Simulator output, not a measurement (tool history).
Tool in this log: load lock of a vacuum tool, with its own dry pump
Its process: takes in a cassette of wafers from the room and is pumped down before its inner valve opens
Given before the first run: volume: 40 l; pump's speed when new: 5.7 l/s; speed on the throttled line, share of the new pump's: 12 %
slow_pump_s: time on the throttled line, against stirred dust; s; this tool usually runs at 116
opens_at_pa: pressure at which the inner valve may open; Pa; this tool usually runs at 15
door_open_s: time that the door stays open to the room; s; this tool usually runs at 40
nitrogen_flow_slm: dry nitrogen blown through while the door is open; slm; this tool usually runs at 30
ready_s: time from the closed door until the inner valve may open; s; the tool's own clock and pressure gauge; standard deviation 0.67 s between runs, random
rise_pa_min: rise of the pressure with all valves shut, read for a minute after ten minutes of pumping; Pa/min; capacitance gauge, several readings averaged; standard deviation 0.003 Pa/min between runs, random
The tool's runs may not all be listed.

run	hour	slow_pump_s	opens_at_pa	door_open_s	nitrogen_flow_slm	incoming humidity of the room's air, %	ready_s	rise_pa_min
1	0.0	116	15	40	30	41.1	166.0	0.126
2	280.6	116	15	40	30	43.3	164.8	0.142
3	547.1	116	15	40	30	43.6	166.1	0.155
4	878.6	116	15	40	30	46.6	167.5	0.166
5	1318.2	116	15	40	30	46.1	167.4	0.181
6	1730.0	116	13	40	30	46.6	168.6	0.197
7	1943.5	116	13	40	30	44.2	169.2	0.200
8	2148.0	116	13	40	30	42.3	168.9	0.209
9	2625.7	116	13	40	7	43.6	170.3	0.259
10	3093.2	116	16	40	30	45.8	169.5	0.254
11	3308.7	219	15	179	30	43.8	259.9	0.294
12	3706.9	100	27	51	30	47.3	150.5	0.287
13	4112.9	133	29	130	24	44.4	179.3	0.334
14	4471.1	133	13	130	24	41.4	186.9	0.348
15	4700.6	176	15	40	30	49.2	223.1	0.331
16	5190.8	160	15	40	34	45.4	209.7	0.354
17	5517.6	160	15	40	34	50.4	209.6	0.365
18	5939.9	149	12	168	34	46.4	201.7	0.419
19	6180.2	59	12	50	44	49.6	125.6	0.405

Forecast each of these 5 alternatives for the next run:
A	6584.1	122	15	40	30	45.4	?	?
B	6584.1	59	15	29	44	47.1	?	?
C	6584.1	59	12	43	44	45.6	?	?
D	6584.1	88	15	50	9	42.4	?	?
E	6584.1	89	12	50	19	42.5	?	?

run	ready_s	rise_pa_min
A	178.5	0.439
B	124.4	0.429
C	125.6	0.436
D	149.0	0.455
E	151.4	0.440
Without the tool's unlogged condition, the same runs would have read:
run	ready_s	rise_pa_min
A	170.0	0.025
B	114.5	0.020
C	115.6	0.021
D	139.9	0.045
E	142.1	0.033
